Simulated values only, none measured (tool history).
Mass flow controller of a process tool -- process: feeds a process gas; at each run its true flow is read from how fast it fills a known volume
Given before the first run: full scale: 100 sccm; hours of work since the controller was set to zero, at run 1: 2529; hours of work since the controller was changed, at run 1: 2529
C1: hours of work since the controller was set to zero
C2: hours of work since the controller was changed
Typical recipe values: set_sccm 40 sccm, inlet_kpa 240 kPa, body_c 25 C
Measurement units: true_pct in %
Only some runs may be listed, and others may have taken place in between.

{"run": 1, "day": 0.0, "set_sccm": 40, "inlet_kpa": 240, "body_c": 25, "C1": 2529, "C2": 2529, "true_pct": 98.1}
{"run": 2, "day": 8.312, "set_sccm": 40, "inlet_kpa": 240, "body_c": 25, "C1": 2609, "C2": 2609, "true_pct": 98.08}
{"run": 3, "day": 18.679, "set_sccm": 40, "inlet_kpa": 161, "body_c": 25, "C1": 2709, "C2": 2709, "true_pct": 97.76}
{"run": 4, "day": 28.708, "set_sccm": 40, "inlet_kpa": 161, "body_c": 25, "C1": 2806, "C2": 2806, "true_pct": 97.76}
{"run": 5, "day": 42.762, "set_sccm": 40, "inlet_kpa": 240, "body_c": 28, "C1": 2942, "C2": 2942, "true_pct": 97.52}
{"run": 6, "day": 58.812, "set_sccm": 40, "inlet_kpa": 240, "body_c": 25, "C1": 3097, "C2": 3097, "true_pct": 97.83}
{"run": 7, "day": 75.729, "set_sccm": 40, "inlet_kpa": 240, "body_c": 25, "C1": 3261, "C2": 3261, "true_pct": 97.6}
{"run": 8, "day": 85.871, "set_sccm": 40, "inlet_kpa": 151, "body_c": 25, "C1": 3359, "C2": 3359, "true_pct": 97.53}
{"run": 9, "day": 99.375, "set_sccm": 40, "inlet_kpa": 151, "body_c": 25, "C1": 3490, "C2": 3490, "true_pct": 97.3}
{"run": 10, "day": 109.796, "set_sccm": 40, "inlet_kpa": 151, "body_c": 25, "C1": 3590, "C2": 3590, "true_pct": 97.23}
{"run": 11, "day": 118.546, "set_sccm": 40, "inlet_kpa": 240, "body_c": 25, "C1": 3675, "C2": 3675, "true_pct": 97.42}
{"run": 12, "day": 136.442, "set_sccm": 40, "inlet_kpa": 240, "body_c": 25, "C1": 3848, "C2": 3848, "true_pct": 97.31}
{"day": 137.654, "done": "controller's zero set anew"}
{"run": 13, "day": 143.9, "set_sccm": 40, "inlet_kpa": 240, "body_c": 25, "C1": 60, "C2": 3920, "true_pct": 96.53}
{"run": 14, "day": 160.488, "set_sccm": 40, "inlet_kpa": 240, "body_c": 25, "C1": 221, "C2": 4080, "true_pct": 96.45}
{"day": 163.746, "done": "controller's zero set anew, once more"}
{"run": 15, "day": 177.8, "set_sccm": 40, "inlet_kpa": 240, "body_c": 25, "C1": 136, "C2": 4247, "true_pct": 99.03}
{"run": 16, "day": 192.588, "set_sccm": 40, "inlet_kpa": 240, "body_c": 25, "C1": 279, "C2": 4390, "true_pct": 98.89}
{"run": 17, "day": 209.033, "set_sccm": 40, "inlet_kpa": 240, "body_c": 25, "C1": 438, "C2": 4549, "true_pct": 98.67}
{"run": 18, "day": 221.283, "set_sccm": 44, "inlet_kpa": 240, "body_c": 25, "C1": 556, "C2": 4668, "true_pct": 98.71}
{"run": 19, "day": 236.029, "set_sccm": 44, "inlet_kpa": 240, "body_c": 25, "C1": 699, "C2": 4810, "true_pct": 98.79}
{"run": 20, "day": 251.725, "set_sccm": 44, "inlet_kpa": 142, "body_c": 21, "C1": 851, "C2": 4962, "true_pct": 98.72}
{"run": 21, "day": 269.779, "set_sccm": 44, "inlet_kpa": 142, "body_c": 21, "C1": 1025, "C2": 5137, "true_pct": 98.69}
{"run": 22, "day": 279.271, "set_sccm": 12, "inlet_kpa": 170, "body_c": 25, "C1": 1117, "C2": 5228, "true_pct": 96.77}
{"run": 23, "day": 296.1, "set_sccm": 17, "inlet_kpa": 219, "body_c": 34, "C1": 1280, "C2": 5391, "true_pct": 96.68}
{"run": 24, "day": 304.521, "set_sccm": 33, "inlet_kpa": 203, "body_c": 35, "C1": 1361, "C2": 5472, "true_pct": 97.4}
{"run": 25, "day": 314.738, "set_sccm": 33, "inlet_kpa": 203, "body_c": 35, "C1": 1460, "C2": 5571, "true_pct": 97.41}
{"run": 26, "day": 326.992, "set_sccm": 33, "inlet_kpa": 203, "body_c": 35, "C1": 1578, "C2": 5690, "true_pct": 97.21}
{"run": 27, "day": 338.325, "set_sccm": 33, "inlet_kpa": 203, "body_c": 35, "C1": 1688, "C2": 5799, "true_pct": 97.14}
{"run": 28, "day": 348.946, "set_sccm": 65, "inlet_kpa": 203, "body_c": 35, "C1": 1790, "C2": 5902, "true_pct": 97.74}
{"run": 29, "day": 364.625, "set_sccm": 23, "inlet_kpa": 249, "body_c": 35, "C1": 1942, "C2": 6053, "true_pct": 96.48}
{"run": 30, "day": 378.883, "set_sccm": 68, "inlet_kpa": 169, "body_c": 23, "C1": 2080, "C2": 6191, "true_pct": 98.41}
{"run": 31, "day": 396.129, "set_sccm": 52, "inlet_kpa": 143, "body_c": 29, "C1": 2247, "C2": 6358, "true_pct": 97.67}
{"run": 32, "day": 410.6, "set_sccm": 92, "inlet_kpa": 143, "body_c": 24, "C1": 2386, "C2": 6498, "true_pct": 98.7}
{"run": 33, "day": 419.321, "set_sccm": 50, "inlet_kpa": 193, "body_c": 21, "C1": 2471, "C2": 6582, "true_pct": 98.01}
{"run": 34, "day": 427.388, "set_sccm": 40, "inlet_kpa": 165, "body_c": 31, "C1": 2549, "C2": 6660, "true_pct": 96.93}
{"run": 35, "day": 439.975, "set_sccm": 75, "inlet_kpa": 240, "body_c": 25, "C1": 2670, "C2": 6782, "true_pct": 98.19}
{"run": 36, "day": 458.075, "set_sccm": 75, "inlet_kpa": 240, "body_c": 25, "C1": 2845, "C2": 6957, "true_pct": 98.3}

Below, each run's measurement less what the same run would have read without the hidden state. Both values contain the same run-to-run variation, but the gauge's scatter may not be the same in both:
The tool's hidden condition here consists of: flow at rest that the sensor doesn't see, % of full scale; true flow over the shown one, %; drift of the gauge itself on true_pct, %.
run=1 true_pct=-1.57
run=2 true_pct=-1.62
run=3 true_pct=-1.68
run=4 true_pct=-1.75
run=5 true_pct=-1.83
run=6 true_pct=-1.93
run=7 true_pct=-2.03
run=8 true_pct=-2.09
run=9 true_pct=-2.18
run=10 true_pct=-2.23
run=11 true_pct=-2.30
run=12 true_pct=-2.40
run=13 true_pct=-3.09
run=14 true_pct=-3.20
run=15 true_pct=-0.65
run=16 true_pct=-0.74
run=17 true_pct=-0.84
run=18 true_pct=-0.88
run=19 true_pct=-0.96
run=20 true_pct=-1.06
run=21 true_pct=-1.16
run=22 true_pct=-2.54
run=23 true_pct=-2.21
run=24 true_pct=-1.56
run=25 true_pct=-1.64
run=26 true_pct=-1.72
run=27 true_pct=-1.81
run=28 true_pct=-1.37
run=29 true_pct=-2.51
run=30 true_pct=-1.46
run=31 true_pct=-1.74
run=32 true_pct=-1.41
run=33 true_pct=-1.89
run=34 true_pct=-2.18
run=35 true_pct=-1.65
run=36 true_pct=-1.72
